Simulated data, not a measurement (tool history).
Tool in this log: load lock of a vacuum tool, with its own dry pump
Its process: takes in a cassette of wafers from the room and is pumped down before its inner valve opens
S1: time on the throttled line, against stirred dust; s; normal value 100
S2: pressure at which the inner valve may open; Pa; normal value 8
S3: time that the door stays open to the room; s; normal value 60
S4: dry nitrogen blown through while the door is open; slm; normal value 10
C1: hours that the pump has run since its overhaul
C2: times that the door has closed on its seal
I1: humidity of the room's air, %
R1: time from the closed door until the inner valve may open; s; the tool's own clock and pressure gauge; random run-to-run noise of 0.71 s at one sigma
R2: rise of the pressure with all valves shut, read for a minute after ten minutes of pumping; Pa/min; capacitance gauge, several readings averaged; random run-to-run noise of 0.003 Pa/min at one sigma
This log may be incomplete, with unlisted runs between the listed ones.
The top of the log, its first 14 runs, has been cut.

run 15 day=283.404 | S1=100 S2=8 S3=60 S4=10 | C1=7073 C2=3707 | I1=45.6 | R1=170.6 R2=0.054
run 16 day=297.308 | S1=100 S2=8 S3=60 S4=10 | C1=7407 C2=4236 | I1=47 | R1=173.5 R2=0.061
run 17 day=326.112 | S1=128 S2=15 S3=71 S4=5 | C1=8098 C2=5332 | I1=45.8 | R1=190.8 R2=0.084
run 18 day=345.325 | S1=74 S2=11 S3=119 S4=28 | C1=8559 C2=6063 | I1=42.9 | R1=147.4 R2=0.075
run 19 day=364.85 | S1=74 S2=11 S3=119 S4=4 | C1=9028 C2=6806 | I1=42 | R1=148.3 R2=0.11
run 20 day=383.5 | S1=74 S2=11 S3=119 S4=4 | C1=9476 C2=7516 | I1=43 | R1=147.7 R2=0.122
run 21 day=403.271 | S1=74 S2=6 S3=29 S4=23 | C1=9950 C2=8268 | I1=42.9 | R1=154.4 R2=0.106
run 22 day=419.329 | S1=74 S2=6 S3=29 S4=23 | C1=10335 C2=8879 | I1=45 | R1=155.9 R2=0.117
run 23 day=445.425 | S1=145 S2=11 S3=60 S4=10 | C1=10962 C2=9872 | I1=46.9 | R1=207.4 R2=0.148
run 24 day=463.192 | S1=61 S2=15 S3=59 S4=10 | C1=11388 C2=10548 | I1=40.5 | R1=136.4 R2=0.161
run 25 day=481.446 | S1=109 S2=10 S3=176 S4=4 | C1=11826 C2=11242 | I1=42.3 | R1=178.9 R2=0.193
run 26 day=500.562 | S1=109 S2=10 S3=176 S4=4 | C1=12285 C2=11970 | I1=43.3 | R1=180.8 R2=0.21
run 27 day=528.775 | S1=100 S2=8 S3=146 S4=10 | C1=12962 C2=13043 | I1=45.5 | R1=176 R2=0.217
run 28 day=551.929 | S1=100 S2=13 S3=146 S4=30 | C1=13518 C2=13924 | I1=45.9 | R1=170.8 R2=0.228
run 29 day=572.288 | S1=100 S2=14 S3=96 S4=10 | C1=14006 C2=14699 | I1=45.9 | R1=170.5 R2=0.254
run 30 day=602.321 | S1=100 S2=14 S3=96 S4=10 | C1=14727 C2=15841 | I1=42.6 | R1=171.2 R2=0.279
run 31 day=625.112 | S1=100 S2=14 S3=96 S4=10 | C1=15274 C2=16709 | I1=45.3 | R1=170.1 R2=0.301

Each row is a separate what-if for the run after 31, all from the same tool condition, not one after another. Results?
run A day=637.521 | S1=100 S2=14 S3=96 S4=41 | C1=15572 C2=17181 | I1=42.5 | R1=? R2=?
run B day=637.521 | S1=100 S2=14 S3=96 S4=33 | C1=15572 C2=17181 | I1=47 | R1=? R2=?
run C day=637.521 | S1=62 S2=11 S3=60 S4=10 | C1=15572 C2=17181 | I1=45.1 | R1=? R2=?
run D day=637.521 | S1=199 S2=8 S3=60 S4=10 | C1=15572 C2=17181 | I1=42.6 | R1=? R2=?
run E day=637.521 | S1=63 S2=8 S3=96 S4=5 | C1=15572 C2=17181 | I1=48.9 | R1=? R2=?

run=A R1=171.2 R2=0.299
run=B R1=171.8 R2=0.303
run=C R1=142.1 R2=0.307
run=D R1=257.4 R2=0.307
run=E R1=147.1 R2=0.317
Take away the tool's hidden state, keep each run's random variation, and the runs would have read:
run=A R1=163.2 R2=0.015
run=B R1=163.8 R2=0.019
run=C R1=132.9 R2=0.025
run=D R1=250.5 R2=0.026
run=E R1=137.5 R2=0.041
